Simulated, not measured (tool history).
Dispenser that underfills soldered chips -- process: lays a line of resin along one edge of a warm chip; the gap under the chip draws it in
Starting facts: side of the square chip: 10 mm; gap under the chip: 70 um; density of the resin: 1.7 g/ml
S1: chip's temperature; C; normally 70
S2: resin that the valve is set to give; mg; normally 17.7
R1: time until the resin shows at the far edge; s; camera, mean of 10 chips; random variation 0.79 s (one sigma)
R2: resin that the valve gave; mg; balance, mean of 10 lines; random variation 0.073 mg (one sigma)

run 1 hour=0 | S1=70 S2=17.7 | R1=148.6 R2=17.7
-- hour=1.9 new syringe of resin
run 2 hour=5.2 | S1=70 S2=17.7 | R1=87.1 R2=17.67
run 3 hour=15.8 | S1=70 S2=17.7 | R1=138.4 R2=17.52
-- hour=19.6 new syringe of resin
run 4 hour=26.2 | S1=70 S2=17.7 | R1=103.5 R2=17.52
run 5 hour=35.5 | S1=70 S2=17.7 | R1=153.6 R2=17.47
-- hour=37.5 new syringe of resin
run 6 hour=42.1 | S1=72 S2=17.7 | R1=85.6 R2=17.46
run 7 hour=50 | S1=70 S2=19.6 | R1=130.3 R2=19.25
-- hour=55 new syringe of resin
run 8 hour=55.5 | S1=70 S2=19.6 | R1=77 R2=19.03
run 9 hour=61.7 | S1=70 S2=17.7 | R1=100.8 R2=17.21
-- hour=63.7 dispensing valve cleaned and set on the balance
-- hour=73.9 new syringe of resin
run 10 hour=74.1 | S1=70 S2=17.7 | R1=77.5 R2=17.72
run 11 hour=83.1 | S1=70 S2=17.7 | R1=111.2 R2=17.52
-- hour=91.3 new syringe of resin
run 12 hour=93.4 | S1=70 S2=17.7 | R1=84.8 R2=17.46
run 13 hour=101.2 | S1=70 S2=18.9 | R1=117.2 R2=18.69
run 14 hour=106.7 | S1=70 S2=19.5 | R1=149.1 R2=19.24
-- hour=108.7 new syringe of resin
run 15 hour=118.1 | S1=75 S2=19.1 | R1=91.1 R2=18.57
run 16 hour=125.3 | S1=75 S2=19.1 | R1=123.4 R2=18.61
-- hour=126.2 new syringe of resin
-- hour=127.2 dispensing valve cleaned and set on the balance
run 17 hour=136.6 | S1=80 S2=21.2 | R1=70.3 R2=21.14
-- hour=145.1 new syringe of resin
run 18 hour=145.3 | S1=80 S2=21.2 | R1=47.5 R2=21.11
run 19 hour=151.7 | S1=80 S2=21.2 | R1=60.5 R2=21.03
run 20 hour=157.4 | S1=80 S2=21.2 | R1=79.2 R2=20.9
-- hour=162.6 new syringe of resin
run 21 hour=165.6 | S1=70 S2=17.7 | R1=87.5 R2=17.46
run 22 hour=174.3 | S1=76 S2=20 | R1=93.4 R2=19.56
-- hour=180.1 new syringe of resin
run 23 hour=184.2 | S1=73 S2=15.5 | R1=82.6 R2=15.12
-- hour=190.3 dispensing valve cleaned and set on the balance
run 24 hour=194.1 | S1=70 S2=15.3 | R1=141.4 R2=15.43
-- hour=198.3 new syringe of resin
run 25 hour=201.3 | S1=63 S2=16 | R1=128.6 R2=16.02

Branching from run 25: 5 alternative next runs. What would each branch give?
run A hour=208.8 | S1=85 S2=15.2 | R1=? R2=?
run B hour=208.8 | S1=67 S2=20.9 | R1=? R2=?
run C hour=208.8 | S1=66 S2=19.4 | R1=? R2=?
run D hour=208.8 | S1=84 S2=18.4 | R1=? R2=?
run E hour=208.8 | S1=69 S2=15.5 | R1=? R2=?

run=A R1=60.8 R2=15.16
run=B R1=135.9 R2=20.9
run=C R1=149 R2=19.3
run=D R1=61.6 R2=18.35
run=E R1=130.5 R2=15.49
With the hidden condition removed and each run's random variation left untouched, the same runs would have given:
run=A R1=36.6 R2=15.21
run=B R1=81.2 R2=20.97
run=C R1=89.2 R2=19.36
run=D R1=37.2 R2=18.42
run=E R1=78 R2=15.55

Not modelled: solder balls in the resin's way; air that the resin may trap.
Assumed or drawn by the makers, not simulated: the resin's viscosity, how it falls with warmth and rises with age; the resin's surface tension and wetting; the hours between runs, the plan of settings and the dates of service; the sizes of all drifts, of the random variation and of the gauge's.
